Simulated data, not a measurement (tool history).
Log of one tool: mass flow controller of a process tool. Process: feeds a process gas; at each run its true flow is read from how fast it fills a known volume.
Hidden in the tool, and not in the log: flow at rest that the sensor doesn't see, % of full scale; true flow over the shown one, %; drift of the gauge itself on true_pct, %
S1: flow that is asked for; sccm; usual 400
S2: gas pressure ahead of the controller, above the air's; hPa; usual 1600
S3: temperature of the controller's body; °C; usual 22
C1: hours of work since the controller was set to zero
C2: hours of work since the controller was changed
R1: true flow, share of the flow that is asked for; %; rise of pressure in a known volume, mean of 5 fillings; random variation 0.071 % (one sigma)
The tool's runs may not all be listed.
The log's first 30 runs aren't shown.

Run 31, hour 10335.3: usual settings but S1 261 sccm, S2 2190 hPa, S3 38 °C; C1 2594; C2 2594. Result: R1 96.55 %.
Run 32, hour 10796.8: usual settings but S1 205 sccm, S3 25 °C; C1 2884; C2 2884. Result: R1 96.56 %.
Run 33, hour 11246: usual settings but S1 365 sccm, S2 1510 hPa; C1 3167; C2 3167. Result: R1 97.61 %.
Run 34, hour 11573.1: usual settings but S2 2170 hPa, S3 26 °C; C1 3372; C2 3372. Result: R1 97.35 %.
Run 35, hour 12058.9: usual settings but S2 2170 hPa, S3 26 °C; C1 3678; C2 3678. Result: R1 97.1 %.
Run 36, hour 12441: usual settings but S1 390 sccm, S2 2050 hPa, S3 21 °C; C1 3918; C2 3918. Result: R1 97.23 %.
Run 37, hour 12880.8: usual settings but S1 977 sccm, S2 1750 hPa; C1 4194; C2 4194. Result: R1 98.73 %.
Run 38, hour 13296: usual settings but S1 977 sccm, S2 1750 hPa; C1 4455; C2 4455. Result: R1 98.56 %.
Run 39, hour 13622.4: usual settings but S1 426 sccm; C1 4660; C2 4660. Result: R1 97.13 %.
Run 40, hour 13886.3: usual settings but S1 271 sccm, S2 2720 hPa; C1 4826; C2 4826. Result: R1 95.68 %.
Run 41, hour 14102.2: usual settings but S1 271 sccm, S2 2720 hPa; C1 4962; C2 4962. Result: R1 95.63 %.
Run 42, hour 14519.1: usual settings but S1 271 sccm, S2 2150 hPa, S3 23 °C; C1 5224; C2 5224. Result: R1 95.5 %.
Run 43, hour 15014.3: usual settings but S1 271 sccm, S2 2150 hPa, S3 23 °C; C1 5535; C2 5535. Result: R1 95.32 %.
Run 44, hour 15428.2: usual settings but S1 271 sccm, S2 2150 hPa, S3 23 °C; C1 5795; C2 5795. Result: R1 95.13 %.
Run 45, hour 15917.3: usual settings but S1 271 sccm, S2 2320 hPa, S3 23 °C; C1 6102; C2 6102. Result: R1 94.68 %.
Run 46, hour 16293.2: usual settings but S1 271 sccm, S2 2320 hPa, S3 23 °C; C1 6339; C2 6339. Result: R1 94.64 %.
Run 47, hour 16534.6: usual settings but S1 271 sccm, S2 1810 hPa, S3 23 °C; C1 6490; C2 6490. Result: R1 94.79 %.

Forecast each of these 3 alternatives for the next run:
Run A, hour 16997.2: usual settings but S1 695 sccm; C1 6781; C2 6781. Result: R1 ?.
Run B, hour 16997.2: usual settings but S1 222 sccm, S2 2100 hPa, S3 26 °C; C1 6781; C2 6781. Result: R1 ?.
Run C, hour 16997.2: usual settings but S1 141 sccm, S2 1830 hPa, S3 24 °C; C1 6781; C2 6781. Result: R1 ?.

run     R1
  A  97.06
  B  93.54
  C  91.32
Without the tool's hidden state the same runs would have given:
run     R1
  A  99.81
  B  98.92
  C  98.93
